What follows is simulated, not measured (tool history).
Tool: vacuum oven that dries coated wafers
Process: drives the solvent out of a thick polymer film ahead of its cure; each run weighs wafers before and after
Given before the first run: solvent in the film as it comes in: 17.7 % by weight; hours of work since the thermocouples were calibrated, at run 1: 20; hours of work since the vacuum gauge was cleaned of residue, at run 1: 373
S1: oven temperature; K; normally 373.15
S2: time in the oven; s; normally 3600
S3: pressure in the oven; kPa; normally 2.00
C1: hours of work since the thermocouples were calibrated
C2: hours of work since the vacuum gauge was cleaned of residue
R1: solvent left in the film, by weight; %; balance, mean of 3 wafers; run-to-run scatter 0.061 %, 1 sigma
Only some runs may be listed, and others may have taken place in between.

| run | day | S1 | S2 | S3 | C1 | C2 | R1 |
|---|---|---|---|---|---|---|---|
| 1 | 0.000 | 373.15 | 3600 | 2.00 | 20 | 373 | 3.51 |
| 2 | 0.529 | 373.15 | 3600 | 2.00 | 26 | 379 | 3.55 |
| 3 | 1.088 | 372.15 | 3600 | 2.00 | 33 | 386 | 3.72 |
| 4 | 2.138 | 373.15 | 1920 | 2.00 | 46 | 399 | 6.31 |
| 5 | 2.692 | 373.15 | 1920 | 2.00 | 52 | 405 | 6.22 |
| 6 | 3.421 | 373.15 | 1920 | 2.00 | 61 | 414 | 6.21 |
| 7 | 4.321 | 373.15 | 3600 | 5.42 | 72 | 425 | 5.90 |
| 8 | 4.867 | 373.15 | 3600 | 2.00 | 78 | 431 | 3.53 |
| 9 | 5.750 | 373.15 | 3600 | 2.00 | 89 | 442 | 3.49 |
| 10 | 6.692 | 373.15 | 4980 | 2.00 | 100 | 453 | 2.50 |
| 11 | 7.404 | 373.15 | 4980 | 2.00 | 109 | 462 | 2.42 |
| 12 | 7.950 | 373.15 | 4980 | 2.00 | 116 | 469 | 2.41 |
| 13 | 8.829 | 373.15 | 6180 | 2.00 | 126 | 479 | 2.15 |
| 14 | 9.967 | 373.15 | 6180 | 2.00 | 140 | 493 | 1.98 |
| 15 | 10.967 | 373.15 | 3600 | 2.00 | 152 | 505 | 3.54 |
| 16 | 11.567 | 373.15 | 3600 | 2.00 | 159 | 512 | 3.45 |
| 17 | 12.750 | 373.15 | 3600 | 2.00 | 173 | 526 | 3.42 |
| 18 | 13.788 | 373.15 | 3600 | 2.00 | 186 | 539 | 3.33 |
| 19 | 14.371 | 373.15 | 3600 | 2.42 | 193 | 546 | 3.75 |
| 20 | 14.967 | 373.15 | 3600 | 2.42 | 200 | 553 | 3.79 |
| 21 | 15.979 | 373.15 | 3600 | 2.00 | 212 | 565 | 3.48 |
| 22 | 17.021 | 373.15 | 3600 | 2.00 | 225 | 578 | 3.38 |
| 23 | 17.829 | 373.15 | 3600 | 2.00 | 235 | 588 | 3.33 |
| 24 | 18.925 | 373.15 | 3600 | 2.00 | 248 | 601 | 3.32 |
| 25 | 19.929 | 373.15 | 3600 | 2.00 | 260 | 613 | 3.37 |
| 26 | 20.604 | 373.15 | 2880 | 1.47 | 268 | 621 | 3.89 |
| 27 | 21.412 | 373.15 | 5820 | 2.00 | 278 | 631 | 2.14 |
| 28 | 22.600 | 372.15 | 6000 | 1.19 | 292 | 645 | 1.66 |
| 29 | 23.488 | 372.15 | 2100 | 4.05 | 303 | 656 | 7.13 |
| 30 | 24.171 | 372.15 | 2100 | 4.05 | 311 | 664 | 7.08 |
| 31 | 24.958 | 376.15 | 2820 | 5.06 | 320 | 673 | 5.27 |
| 32 | 26.038 | 373.15 | 3600 | 1.27 | 333 | 686 | 2.80 |
| 33 | 26.962 | 366.15 | 5100 | 2.66 | 345 | 698 | 4.87 |
| 34 | 28.146 | 382.15 | 4860 | 2.00 | 359 | 712 | 1.38 |
| 35 | 29.233 | 359.15 | 4680 | 2.00 | 372 | 725 | 7.05 |
| 36 | 30.229 | 373.15 | 3780 | 2.00 | 384 | 737 | 3.14 |
| 37 | 30.946 | 365.15 | 3780 | 2.43 | 393 | 746 | 6.19 |
| 38 | 32.133 | 365.15 | 3780 | 2.43 | 407 | 760 | 6.15 |
| 39 | 32.796 | 386.15 | 2640 | 5.91 | 415 | 768 | 3.22 |
| 40 | 33.896 | 374.15 | 2880 | 1.89 | 428 | 781 | 3.79 |
| 41 | 34.817 | 386.15 | 1920 | 1.57 | 439 | 792 | 1.89 |
| 42 | 35.796 | 379.15 | 3420 | 1.91 | 451 | 804 | 2.10 |
| 43 | 36.771 | 379.15 | 3420 | 1.91 | 463 | 816 | 1.97 |
| 44 | 37.462 | 369.15 | 3600 | 1.88 | 471 | 824 | 4.54 |
| 45 | 38.708 | 373.15 | 3480 | 1.45 | 486 | 839 | 3.03 |
| 46 | 39.275 | 373.15 | 5220 | 2.00 | 493 | 846 | 2.26 |
| 47 | 40.138 | 376.15 | 3600 | 6.84 | 503 | 856 | 5.70 |

4 ways to go on from here, each from the tool as it stands after run 47. What would each give?
| A | 41.125 | 373.15 | 3600 | 1.39 | 515 | 868 | ? |
| B | 41.125 | 381.15 | 4080 | 1.92 | 515 | 868 | ? |
| C | 41.125 | 383.15 | 3600 | 2.00 | 515 | 868 | ? |
| D | 41.125 | 373.15 | 2820 | 4.18 | 515 | 868 | ? |

| run | R1 |
|---|---|
| A | 2.92 |
| B | 1.40 |
| C | 1.50 |
| D | 5.60 |
Without the tool's unlogged condition, the same runs would have read:
| run | R1 |
|---|---|
| A | 3.10 |
| B | 1.40 |
| C | 1.51 |
| D | 5.88 |
